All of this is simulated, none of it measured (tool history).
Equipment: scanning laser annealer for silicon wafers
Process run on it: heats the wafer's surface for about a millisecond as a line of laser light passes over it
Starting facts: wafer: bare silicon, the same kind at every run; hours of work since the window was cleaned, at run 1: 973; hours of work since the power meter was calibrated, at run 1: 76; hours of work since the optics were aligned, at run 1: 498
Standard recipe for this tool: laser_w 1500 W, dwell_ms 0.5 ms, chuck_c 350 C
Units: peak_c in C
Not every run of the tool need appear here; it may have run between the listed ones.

| run | hour | laser_w | dwell_ms | chuck_c | hours of work since the window was cleaned | hours of work since the power meter was calibrated | hours of work since the optics were aligned | peak_c |
|---|---|---|---|---|---|---|---|---|
| 1 | 0 | 1500 | 0.5 | 350 | 973 | 76 | 498 | 1142 |
|  | 8.9 | window over the wafer cleaned |
| 2 | 9.4 | 1500 | 0.5 | 316 | 0 | 81 | 503 | 1130 |
| 3 | 16.6 | 1500 | 0.5 | 316 | 5 | 86 | 508 | 1129 |
| 4 | 24.7 | 1500 | 0.5 | 316 | 10 | 91 | 513 | 1130 |
| 5 | 33.6 | 1500 | 0.5 | 316 | 16 | 97 | 519 | 1126 |
| 6 | 43.6 | 1500 | 0.5 | 350 | 23 | 104 | 526 | 1160 |
| 7 | 52.8 | 1500 | 0.5 | 350 | 29 | 110 | 532 | 1165 |
| 8 | 59.9 | 1500 | 0.353 | 350 | 34 | 115 | 537 | 1019 |
| 9 | 70.5 | 1500 | 0.353 | 350 | 41 | 122 | 544 | 1022 |
| 10 | 79.6 | 1500 | 0.353 | 350 | 47 | 128 | 550 | 1023 |
| 11 | 87.7 | 1500 | 0.353 | 350 | 52 | 133 | 555 | 1022 |
| 12 | 93 | 1500 | 0.353 | 350 | 56 | 137 | 559 | 1023 |
| 13 | 102.1 | 1500 | 0.5 | 350 | 62 | 143 | 565 | 1159 |
| 14 | 113.6 | 1500 | 0.6 | 350 | 70 | 151 | 573 | 1245 |
| 15 | 119.5 | 1500 | 0.5 | 350 | 74 | 155 | 577 | 1160 |
| 16 | 128 | 1500 | 0.5 | 350 | 79 | 160 | 582 | 1160 |
| 17 | 134.6 | 1500 | 0.5 | 350 | 84 | 165 | 587 | 1161 |
| 18 | 139.8 | 1500 | 0.5 | 350 | 87 | 168 | 590 | 1158 |
| 19 | 151.3 | 1500 | 0.5 | 350 | 95 | 176 | 598 | 1165 |
| 20 | 163 | 1500 | 0.5 | 350 | 103 | 184 | 606 | 1161 |
| 21 | 171.9 | 1332 | 0.5 | 317 | 108 | 189 | 611 | 1042 |
| 22 | 177.6 | 1639 | 0.499 | 349 | 112 | 193 | 615 | 1229 |
| 23 | 187.2 | 1500 | 0.37 | 376 | 119 | 200 | 622 | 1060 |
| 24 | 198.2 | 1500 | 0.545 | 346 | 126 | 207 | 629 | 1197 |
| 25 | 206.6 | 1500 | 0.545 | 346 | 132 | 213 | 635 | 1193 |
| 26 | 217.1 | 1283 | 0.545 | 346 | 139 | 220 | 642 | 1078 |
| 27 | 223.9 | 1350 | 0.463 | 348 | 143 | 224 | 646 | 1054 |
| 28 | 235.6 | 1514 | 0.399 | 358 | 151 | 232 | 654 | 1079 |
| 29 | 244.1 | 1466 | 0.5 | 350 | 157 | 238 | 660 | 1142 |
| 30 | 253.5 | 1503 | 0.427 | 350 | 163 | 244 | 666 | 1091 |
| 31 | 258.4 | 1500 | 0.589 | 357 | 166 | 247 | 669 | 1240 |
| 32 | 268.8 | 1459 | 0.503 | 379 | 173 | 254 | 676 | 1170 |
| 33 | 279.1 | 1459 | 0.503 | 379 | 180 | 261 | 683 | 1170 |
| 34 | 289.6 | 1459 | 0.503 | 350 | 187 | 268 | 690 | 1139 |
| 35 | 298.3 | 1459 | 0.503 | 350 | 193 | 274 | 696 | 1140 |
| 36 | 307.6 | 1311 | 0.5 | 361 | 199 | 280 | 702 | 1074 |
| 37 | 319.3 | 1629 | 0.398 | 329 | 207 | 288 | 710 | 1098 |
| 38 | 326.7 | 1500 | 0.566 | 380 | 212 | 293 | 715 | 1238 |
| 39 | 332.2 | 1385 | 0.571 | 369 | 215 | 296 | 718 | 1171 |
| 40 | 337 | 1385 | 0.571 | 369 | 218 | 299 | 721 | 1173 |

Below, each run's measurement less what the same run would have read without the hidden state. Both values contain the same run-to-run variation, but the gauge's scatter may not be the same in both:
Hidden state present: light that passes the window, % of a clean one's; laser's true power over the reading, %; width of the line over the set one, %; drift of the gauge itself on peak_c, C.
| run | peak_c |
|---|---|
| 1 | -28 |
| 2 | -9 |
| 3 | -9 |
| 4 | -9 |
| 5 | -9 |
| 6 | -10 |
| 7 | -10 |
| 8 | -8 |
| 9 | -8 |
| 10 | -8 |
| 11 | -9 |
| 12 | -9 |
| 13 | -11 |
| 14 | -12 |
| 15 | -11 |
| 16 | -11 |
| 17 | -11 |
| 18 | -11 |
| 19 | -11 |
| 20 | -12 |
| 21 | -11 |
| 22 | -14 |
| 23 | -10 |
| 24 | -13 |
| 25 | -14 |
| 26 | -12 |
| 27 | -12 |
| 28 | -12 |
| 29 | -13 |
| 30 | -13 |
| 31 | -15 |
| 32 | -14 |
| 33 | -14 |
| 34 | -14 |
| 35 | -15 |
| 36 | -13 |
| 37 | -14 |
| 38 | -17 |
| 39 | -15 |
| 40 | -15 |
